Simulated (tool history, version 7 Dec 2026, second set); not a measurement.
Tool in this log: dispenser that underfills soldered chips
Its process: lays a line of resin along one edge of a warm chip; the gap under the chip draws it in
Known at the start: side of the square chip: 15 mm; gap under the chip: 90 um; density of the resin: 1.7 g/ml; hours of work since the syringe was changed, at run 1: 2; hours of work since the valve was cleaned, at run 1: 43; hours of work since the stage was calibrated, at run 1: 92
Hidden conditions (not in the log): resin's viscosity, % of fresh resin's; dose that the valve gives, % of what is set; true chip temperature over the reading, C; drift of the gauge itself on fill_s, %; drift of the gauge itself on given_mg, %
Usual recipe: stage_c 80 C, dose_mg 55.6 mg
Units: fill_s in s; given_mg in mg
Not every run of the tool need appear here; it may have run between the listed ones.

run	hour	stage_c	dose_mg	hours of work since the syringe was changed	hours of work since the valve was cleaned	hours of work since the stage was calibrated	fill_s	given_mg
1	0.0	80	55.6	2	43	92	78.0	53.91
2	5.5	80	55.6	6	46	95	103.3	53.69
# hour 8.8: new syringe of resin
3	11.9	80	55.6	2	50	99	76.3	53.76
4	16.7	80	50.9	5	53	102	97.3	48.98
# hour 21.3: new syringe of resin
5	24.1	80	50.9	2	58	107	76.1	48.98
6	27.4	80	50.9	4	60	109	88.8	48.97
7	30.6	80	50.9	6	62	111	104.2	49.07
# hour 33.7: new syringe of resin
8	35.5	86	55.6	1	65	114	58.8	53.11
9	42.7	95	55.6	6	70	118	64.2	53.45
# hour 46.5: new syringe of resin
10	50.1	95	55.6	2	74	123	49.4	52.40
11	57.0	95	50.5	7	78	127	69.9	47.95
# hour 58.9: new syringe of resin
12	64.2	95	50.5	3	83	132	53.4	47.66
13	70.4	95	50.5	7	87	136	72.9	47.29
# hour 71.6: new syringe of resin
14	75.9	95	50.5	3	90	139	51.5	47.17
15	81.2	95	50.5	6	93	142	66.4	46.95
# hour 84.4: new syringe of resin
16	86.7	95	50.5	1	97	146	46.7	47.39
17	93.7	95	50.5	6	101	150	64.1	47.32
# hour 96.8: new syringe of resin
18	100.6	95	50.5	2	105	154	52.3	46.67
19	104.8	75	68.0	5	108	157	113.6	62.98
# hour 109.6: new syringe of resin
20	111.9	75	68.0	1	113	161	85.9	62.83
21	119.4	72	51.7	6	117	166	137.5	47.22
# hour 121.9: dispensing valve cleaned and set on the balance
# hour 123.3: new syringe of resin
22	128.1	94	48.3	3	4	171	54.5	47.87
23	133.5	65	48.3	7	7	174	178.6	47.97

What will run 24 give?
# hour 135.9: new syringe of resin
24	137.3	68	67.3	1	9	177	?	?

{"run 24": {"fill_s": 106.7, "given_mg": 66.77}}
On a tool with no hidden condition, and with the same random variation, this run would have come out at fill_s 96.1 s, given_mg 67.23 mg.
